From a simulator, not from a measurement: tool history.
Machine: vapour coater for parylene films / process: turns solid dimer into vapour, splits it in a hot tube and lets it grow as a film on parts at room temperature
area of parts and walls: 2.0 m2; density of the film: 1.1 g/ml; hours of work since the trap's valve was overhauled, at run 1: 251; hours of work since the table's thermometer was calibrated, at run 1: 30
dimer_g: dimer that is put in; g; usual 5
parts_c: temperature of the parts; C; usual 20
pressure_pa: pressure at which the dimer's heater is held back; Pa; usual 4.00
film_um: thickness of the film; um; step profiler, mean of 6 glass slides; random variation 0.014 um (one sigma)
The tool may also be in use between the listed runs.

| run | hour | dimer_g | parts_c | pressure_pa | hours of work since the trap's valve was overhauled | hours of work since the table's thermometer was calibrated | film_um |
|---|---|---|---|---|---|---|---|
| 1 | 0.0 | 5 | 20 | 4.00 | 251 | 30 | 1.42 |
| 2 | 45.9 | 5 | 17 | 4.00 | 279 | 58 | 1.66 |
| 3 | 118.6 | 5 | 20 | 11.23 | 323 | 102 | 1.28 |
| 4 | 200.1 | 5 | 20 | 11.23 | 372 | 151 | 1.24 |
| 5 | 237.7 | 5 | 20 | 11.23 | 395 | 174 | 1.23 |
| 6 | 297.2 | 5 | 20 | 4.00 | 431 | 210 | 1.33 |
| 7 | 337.6 | 5 | 20 | 4.00 | 455 | 234 | 1.34 |
|  | 382.0 | trap's valve overhauled |
| 8 | 412.7 | 5 | 20 | 4.00 | 19 | 277 | 1.50 |
| 9 | 496.3 | 5 | 20 | 4.00 | 69 | 328 | 1.48 |
| 10 | 562.6 | 5 | 20 | 4.00 | 109 | 368 | 1.48 |
| 11 | 605.2 | 5 | 20 | 2.69 | 135 | 394 | 1.49 |
| 12 | 658.8 | 5 | 20 | 2.69 | 167 | 426 | 1.49 |
| 13 | 700.7 | 5 | 20 | 2.69 | 193 | 452 | 1.46 |
| 14 | 739.8 | 8 | 21 | 2.69 | 216 | 475 | 2.21 |
| 15 | 781.3 | 2 | 13 | 10.73 | 241 | 500 | 0.74 |
| 16 | 823.7 | 3 | 18 | 3.75 | 267 | 526 | 0.90 |
| 17 | 863.0 | 5 | 19 | 4.00 | 291 | 550 | 1.47 |
| 18 | 901.4 | 2 | 19 | 4.00 | 314 | 573 | 0.58 |
| 19 | 959.7 | 2 | 23 | 8.16 | 349 | 608 | 0.45 |
| 20 | 1007.3 | 4 | 27 | 5.43 | 378 | 637 | 0.75 |
| 21 | 1076.6 | 8 | 12 | 5.34 | 420 | 679 | 3.07 |

Branching from run 21: 5 alternative next runs. What would each branch give?
| A | 1131.4 | 7 | 21 | 4.00 | 453 | 712 | ? |
| B | 1131.4 | 4 | 17 | 6.22 | 453 | 712 | ? |
| C | 1131.4 | 8 | 20 | 3.17 | 453 | 712 | ? |
| D | 1131.4 | 8 | 22 | 8.02 | 453 | 712 | ? |
| E | 1131.4 | 2 | 21 | 10.53 | 453 | 712 | ? |

| run | film_um |
|---|---|
| A | 1.74 |
| B | 1.20 |
| C | 2.15 |
| D | 1.82 |
| E | 0.43 |
With the hidden condition removed and each run's random variation left untouched, the same runs would have given:
| run | film_um |
|---|---|
| A | 2.01 |
| B | 1.38 |
| C | 2.48 |
| D | 2.10 |
| E | 0.50 |
